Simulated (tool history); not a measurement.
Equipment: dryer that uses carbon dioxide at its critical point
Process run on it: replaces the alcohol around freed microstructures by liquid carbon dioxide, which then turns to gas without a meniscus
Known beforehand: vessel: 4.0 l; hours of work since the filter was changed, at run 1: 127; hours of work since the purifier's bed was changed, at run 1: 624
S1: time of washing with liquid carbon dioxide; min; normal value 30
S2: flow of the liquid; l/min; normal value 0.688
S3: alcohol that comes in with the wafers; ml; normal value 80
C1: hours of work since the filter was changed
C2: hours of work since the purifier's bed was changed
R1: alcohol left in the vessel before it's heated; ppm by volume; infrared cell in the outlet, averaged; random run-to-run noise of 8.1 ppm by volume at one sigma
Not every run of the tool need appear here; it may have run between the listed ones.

{"run": 1, "hour": 0.0, "S1": 30, "S2": 0.688, "S3": 80, "C1": 127, "C2": 624, "R1": 631}
{"run": 2, "hour": 24.2, "S1": 30, "S2": 0.688, "S3": 80, "C1": 144, "C2": 641, "R1": 670}
{"run": 3, "hour": 37.9, "S1": 30, "S2": 0.688, "S3": 80, "C1": 153, "C2": 651, "R1": 673}
{"run": 4, "hour": 49.0, "S1": 30, "S2": 0.688, "S3": 80, "C1": 161, "C2": 658, "R1": 691}
{"run": 5, "hour": 68.0, "S1": 34, "S2": 0.688, "S3": 80, "C1": 174, "C2": 671, "R1": 474}
{"run": 6, "hour": 83.7, "S1": 30, "S2": 0.688, "S3": 80, "C1": 185, "C2": 682, "R1": 737}
{"run": 7, "hour": 96.4, "S1": 30, "S2": 0.688, "S3": 80, "C1": 194, "C2": 691, "R1": 756}
{"run": 8, "hour": 110.8, "S1": 30, "S2": 0.688, "S3": 80, "C1": 204, "C2": 701, "R1": 784}
{"hour": 129.5, "done": "inlet filter changed"}
{"run": 9, "hour": 130.9, "S1": 35, "S2": 0.688, "S3": 57, "C1": 1, "C2": 714, "R1": 219}
{"run": 10, "hour": 155.1, "S1": 35, "S2": 0.688, "S3": 57, "C1": 18, "C2": 731, "R1": 243}
{"run": 11, "hour": 165.1, "S1": 39, "S2": 0.525, "S3": 41, "C1": 25, "C2": 738, "R1": 319}
{"run": 12, "hour": 187.2, "S1": 39, "S2": 0.525, "S3": 41, "C1": 40, "C2": 753, "R1": 327}

What will run 13 give?
{"run": 13, "hour": 203.7, "S1": 18, "S2": 0.429, "S3": 22, "C1": 52, "C2": 765, "R1": "?"}

Run 13 came out at R1 1426 ppm by volume.
The same run, on a tool lacking any hidden state, would have yielded R1 1296 ppm by volume.
